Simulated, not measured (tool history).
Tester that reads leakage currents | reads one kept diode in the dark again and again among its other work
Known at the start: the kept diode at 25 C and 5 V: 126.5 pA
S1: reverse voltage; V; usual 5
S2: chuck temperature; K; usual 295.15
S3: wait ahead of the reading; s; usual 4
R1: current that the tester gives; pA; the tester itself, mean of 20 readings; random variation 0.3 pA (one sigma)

| run | hour | S1 | S2 | S3 | R1 |
|---|---|---|---|---|---|
| 1 | 0 | 5 | 295.15 | 4 | 113.61 |
| 2 | 93.1 | 5 | 295.15 | 4 | 115.04 |
| 3 | 150.7 | 5 | 295.15 | 4 | 115.98 |
| 4 | 268.8 | 5 | 295.15 | 4 | 103.22 |
| 5 | 325.8 | 5 | 295.15 | 0.36 | 105.57 |
| 6 | 430.2 | 5 | 295.15 | 0.36 | 106.7 |
| 7 | 521.5 | 5 | 295.15 | 7.8 | 106.49 |
| 8 | 582.6 | 12.59 | 297.15 | 0.52 | 220.64 |
| 9 | 677.4 | 4.42 | 320.15 | 4 | 659.7 |
| 10 | 767.9 | 5 | 295.15 | 7.24 | 109.99 |
| 11 | 826.9 | 5.82 | 332.15 | 4 | 1733.96 |
| 12 | 885.6 | 5.82 | 329.15 | 4 | 1394.12 |
| 13 | 954 | 5 | 312.15 | 2.25 | 391.54 |

Not shown: 2 entries that the log had between the listed runs. Between which runs, and how does the tool's hidden state differ before and after?
Between runs 3 and 4: probe card cleaned and baked (hour 184.6)
  stray current of the dirty probe card, pA a volt: 2.716 -> 0.19; current scale over the true one, %: 2.43 -> 2.5; true chuck temperature over the reading, C: 0.04 -> 0.08
  measured less the result without the state, R1: +16.63 -> +4.03 pA
Between runs 11 and 12: tester calibrated (hour 885.6)
  stray current of the dirty probe card, pA a volt: 1.329 -> 1.444; current scale over the true one, %: 2.8 -> -0.06; true chuck temperature over the reading, C: 0.27 -> 0.29
  measured less the result without the state, R1: +84.06 -> +33.77 pA

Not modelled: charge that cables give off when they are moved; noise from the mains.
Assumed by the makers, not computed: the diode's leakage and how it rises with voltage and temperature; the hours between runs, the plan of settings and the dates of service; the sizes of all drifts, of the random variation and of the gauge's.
